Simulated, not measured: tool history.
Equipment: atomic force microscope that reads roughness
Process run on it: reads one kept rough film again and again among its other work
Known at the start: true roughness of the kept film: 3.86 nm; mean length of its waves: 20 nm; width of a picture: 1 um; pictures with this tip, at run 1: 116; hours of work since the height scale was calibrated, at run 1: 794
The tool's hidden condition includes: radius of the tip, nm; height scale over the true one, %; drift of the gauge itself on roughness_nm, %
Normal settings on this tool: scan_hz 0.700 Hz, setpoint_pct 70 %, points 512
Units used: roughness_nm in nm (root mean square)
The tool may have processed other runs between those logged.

run	hour	scan_hz	setpoint_pct	points	pictures with this tip	hours of work since the height scale was calibrated	roughness_nm
1	0.0	0.700	70	512	116	794	3.164
2	44.7	0.700	70	512	168	818	3.166
3	118.6	0.647	70	512	253	857	3.172
# hour 137.9: new tip fitted
4	192.3	0.647	70	512	63	895	3.177
5	273.8	0.647	70	512	158	937	3.177
6	321.4	0.647	70	512	213	962	3.173
# hour 378.1: new tip fitted
7	402.1	0.647	55	512	27	1004	3.193
8	474.8	0.647	55	512	112	1042	3.203
9	517.3	0.700	70	575	161	1065	3.165
10	602.5	0.700	70	575	260	1109	3.170
# hour 621.1: new tip fitted
11	643.7	1.033	70	277	27	1130	3.077
12	710.1	1.379	76	541	104	1165	3.105
13	783.9	1.379	76	541	189	1204	3.095
14	818.7	3.150	70	421	230	1222	3.020
# hour 859.5: new tip fitted
15	903.9	3.282	60	276	52	1266	3.056
16	960.8	3.282	55	826	118	1296	3.141
17	1026.1	2.477	64	284	194	1330	3.061
18	1084.0	0.700	80	359	261	1360	3.120
# hour 1096.6: new tip fitted
19	1140.1	0.700	72	536	51	1390	3.147
20	1218.6	0.700	77	709	142	1431	3.175

Forecast each of these 3 alternatives for the next run:
A	1258.8	3.609	77	755	189	1452	?
B	1258.8	2.409	73	642	189	1452	?
C	1258.8	0.700	73	709	189	1452	?

run	roughness_nm
A	2.937
B	3.058
C	3.177
With no hidden state in the tool, these same runs would have given:
run	roughness_nm
A	2.944
B	3.065
C	3.184
